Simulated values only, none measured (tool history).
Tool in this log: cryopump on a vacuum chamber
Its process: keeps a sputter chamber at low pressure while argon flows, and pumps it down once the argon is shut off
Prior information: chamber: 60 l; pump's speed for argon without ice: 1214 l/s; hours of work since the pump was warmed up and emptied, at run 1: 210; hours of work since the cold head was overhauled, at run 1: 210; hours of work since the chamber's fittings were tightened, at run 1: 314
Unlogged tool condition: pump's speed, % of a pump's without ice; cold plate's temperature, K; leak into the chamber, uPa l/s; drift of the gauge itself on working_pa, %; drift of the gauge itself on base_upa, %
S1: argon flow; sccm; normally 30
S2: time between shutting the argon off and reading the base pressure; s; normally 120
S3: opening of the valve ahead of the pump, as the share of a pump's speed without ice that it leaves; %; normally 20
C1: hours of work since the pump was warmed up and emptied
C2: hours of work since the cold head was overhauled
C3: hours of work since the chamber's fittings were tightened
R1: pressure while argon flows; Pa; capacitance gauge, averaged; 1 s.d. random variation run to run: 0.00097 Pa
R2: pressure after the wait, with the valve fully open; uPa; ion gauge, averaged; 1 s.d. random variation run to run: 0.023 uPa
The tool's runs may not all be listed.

run 1 day=0 | S1=30 S2=120 S3=20 | C1=210 C2=210 C3=314 | R1=0.2181 R2=1.23
run 2 day=1.4 | S1=30 S2=120 S3=20 | C1=234 C2=234 C3=338 | R1=0.2173 R2=1.15
run 3 day=2.388 | S1=30 S2=120 S3=20 | C1=251 C2=251 C3=355 | R1=0.2201 R2=1.25
run 4 day=3.046 | S1=30 S2=120 S3=20 | C1=263 C2=263 C3=367 | R1=0.2186 R2=1.28
run 5 day=3.654 | S1=30 S2=66 S3=20 | C1=273 C2=273 C3=377 | R1=0.2206 R2=1.72
run 6 day=4.358 | S1=16 S2=120 S3=20 | C1=285 C2=285 C3=389 | R1=0.1191 R2=1.29
run 7 day=5.108 | S1=30 S2=120 S3=20 | C1=298 C2=298 C3=402 | R1=0.2239 R2=1.3
run 8 day=6.108 | S1=30 S2=52 S3=20 | C1=315 C2=315 C3=419 | R1=0.2229 R2=2.01
run 9 day=7.133 | S1=30 S2=52 S3=20 | C1=333 C2=333 C3=437 | R1=0.2252 R2=2.17
run 10 day=8.004 | S1=30 S2=120 S3=20 | C1=348 C2=348 C3=452 | R1=0.226 R2=1.42
run 11 day=8.825 | S1=30 S2=120 S3=20 | C1=362 C2=362 C3=466 | R1=0.227 R2=1.43
run 12 day=9.9 | S1=30 S2=120 S3=20 | C1=380 C2=380 C3=484 | R1=0.2279 R2=1.41
-- day=10.962 pump warmed up, emptied and cooled again
run 13 day=11.233 | S1=30 S2=120 S3=20 | C1=5 C2=400 C3=504 | R1=0.2099 R2=1.27
run 14 day=12.45 | S1=30 S2=120 S3=20 | C1=26 C2=421 C3=525 | R1=0.2115 R2=1.25
run 15 day=13.096 | S1=15 S2=120 S3=20 | C1=37 C2=432 C3=536 | R1=0.1052 R2=1.29
run 16 day=14.071 | S1=15 S2=120 S3=20 | C1=53 C2=448 C3=553 | R1=0.1061 R2=1.26
run 17 day=14.812 | S1=30 S2=120 S3=20 | C1=66 C2=461 C3=565 | R1=0.2117 R2=1.31
run 18 day=15.442 | S1=32 S2=120 S3=47 | C1=77 C2=472 C3=576 | R1=0.0987 R2=1.3
run 19 day=16.467 | S1=24 S2=120 S3=22 | C1=95 C2=490 C3=594 | R1=0.1553 R2=1.35
run 20 day=17.575 | S1=24 S2=120 S3=22 | C1=114 C2=509 C3=613 | R1=0.1551 R2=1.38
run 21 day=18.204 | S1=30 S2=120 S3=28 | C1=124 C2=519 C3=624 | R1=0.153 R2=1.36
run 22 day=18.9 | S1=30 S2=120 S3=28 | C1=136 C2=531 C3=636 | R1=0.1542 R2=1.36
run 23 day=20.008 | S1=30 S2=72 S3=28 | C1=155 C2=551 C3=655 | R1=0.1556 R2=1.81
run 24 day=21.217 | S1=30 S2=72 S3=28 | C1=176 C2=571 C3=675 | R1=0.1558 R2=1.83
run 25 day=22.704 | S1=30 S2=72 S3=28 | C1=202 C2=597 C3=701 | R1=0.1563 R2=1.92
run 26 day=23.838 | S1=32 S2=223 S3=49 | C1=221 C2=616 C3=720 | R1=0.1011 R2=1.29
run 27 day=25.042 | S1=32 S2=291 S3=34 | C1=242 C2=637 C3=741 | R1=0.143 R2=1.29
run 28 day=25.767 | S1=32 S2=46 S3=30 | C1=254 C2=649 C3=754 | R1=0.1602 R2=2.65
run 29 day=27.246 | S1=41 S2=214 S3=34 | C1=280 C2=675 C3=779 | R1=0.1874 R2=1.42

What does the tool deliver on the next run?
run 30 day=28.012 | S1=41 S2=214 S3=34 | C1=293 C2=688 C3=792 | R1=? R2=?

{"run 30": {"R1": 0.1873, "R2": 1.46}}
With the hidden condition absent and the run-to-run variation left alone, this run would have shown R1 0.168 Pa, R2 0.56 uPa.
